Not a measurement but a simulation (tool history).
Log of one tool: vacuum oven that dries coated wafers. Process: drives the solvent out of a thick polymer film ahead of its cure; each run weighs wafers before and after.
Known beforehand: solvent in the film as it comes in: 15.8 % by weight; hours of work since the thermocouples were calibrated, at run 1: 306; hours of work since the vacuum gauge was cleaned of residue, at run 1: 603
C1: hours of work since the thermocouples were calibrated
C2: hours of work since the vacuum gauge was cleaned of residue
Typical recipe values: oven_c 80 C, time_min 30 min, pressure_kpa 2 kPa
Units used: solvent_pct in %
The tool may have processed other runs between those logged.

{"run": 1, "hour": 0.0, "oven_c": 80, "time_min": 30, "pressure_kpa": 2, "C1": 306, "C2": 603, "solvent_pct": 3.87}
{"run": 2, "hour": 29.3, "oven_c": 80, "time_min": 30, "pressure_kpa": 2, "C1": 329, "C2": 626, "solvent_pct": 3.94}
{"run": 3, "hour": 48.1, "oven_c": 80, "time_min": 47, "pressure_kpa": 2, "C1": 343, "C2": 641, "solvent_pct": 2.25}
{"run": 4, "hour": 68.5, "oven_c": 80, "time_min": 47, "pressure_kpa": 2, "C1": 359, "C2": 657, "solvent_pct": 2.17}
{"run": 5, "hour": 105.4, "oven_c": 80, "time_min": 47, "pressure_kpa": 2, "C1": 388, "C2": 686, "solvent_pct": 2.14}
{"run": 6, "hour": 139.2, "oven_c": 80, "time_min": 47, "pressure_kpa": 2, "C1": 415, "C2": 712, "solvent_pct": 2.21}
{"run": 7, "hour": 166.2, "oven_c": 80, "time_min": 24, "pressure_kpa": 2, "C1": 436, "C2": 734, "solvent_pct": 4.92}
{"run": 8, "hour": 196.4, "oven_c": 80, "time_min": 24, "pressure_kpa": 2, "C1": 460, "C2": 757, "solvent_pct": 4.98}
{"run": 9, "hour": 227.2, "oven_c": 75, "time_min": 33, "pressure_kpa": 3.66, "C1": 484, "C2": 781, "solvent_pct": 5.23}
{"run": 10, "hour": 259.5, "oven_c": 75, "time_min": 32, "pressure_kpa": 3.1, "C1": 509, "C2": 807, "solvent_pct": 5.22}
{"run": 11, "hour": 294.1, "oven_c": 68, "time_min": 34, "pressure_kpa": 3.01, "C1": 536, "C2": 834, "solvent_pct": 6.83}
{"run": 12, "hour": 337.0, "oven_c": 80, "time_min": 50, "pressure_kpa": 3.27, "C1": 570, "C2": 867, "solvent_pct": 2.44}
{"run": 13, "hour": 365.1, "oven_c": 80, "time_min": 50, "pressure_kpa": 3.27, "C1": 592, "C2": 889, "solvent_pct": 2.45}
{"run": 14, "hour": 386.0, "oven_c": 80, "time_min": 50, "pressure_kpa": 3.27, "C1": 608, "C2": 906, "solvent_pct": 2.41}
{"run": 15, "hour": 414.4, "oven_c": 80, "time_min": 50, "pressure_kpa": 3.27, "C1": 630, "C2": 928, "solvent_pct": 2.43}
{"run": 16, "hour": 441.0, "oven_c": 80, "time_min": 50, "pressure_kpa": 3.27, "C1": 651, "C2": 949, "solvent_pct": 2.45}

Each row is a separate what-if for the run after 16, all from the same tool condition, not one after another. Results?
{"run": "A", "hour": 466.9, "oven_c": 80, "time_min": 50, "pressure_kpa": 1.28, "C1": 672, "C2": 969, "solvent_pct": "?"}
{"run": "B", "hour": 466.9, "oven_c": 93, "time_min": 38, "pressure_kpa": 4, "C1": 672, "C2": 969, "solvent_pct": "?"}
{"run": "C", "hour": 466.9, "oven_c": 72, "time_min": 46, "pressure_kpa": 2, "C1": 672, "C2": 969, "solvent_pct": "?"}
{"run": "D", "hour": 466.9, "oven_c": 74, "time_min": 17, "pressure_kpa": 1.19, "C1": 672, "C2": 969, "solvent_pct": "?"}
{"run": "E", "hour": 466.9, "oven_c": 77, "time_min": 36, "pressure_kpa": 4.15, "C1": 672, "C2": 969, "solvent_pct": "?"}

run=A solvent_pct=1.94
run=B solvent_pct=1.38
run=C solvent_pct=4.23
run=D solvent_pct=7.81
run=E solvent_pct=4.61
Take away the tool's hidden state, keep each run's random variation, and the runs would have read:
run=A solvent_pct=1.66
run=B solvent_pct=1.2
run=C solvent_pct=3.84
run=D solvent_pct=7.5
run=E solvent_pct=4.24
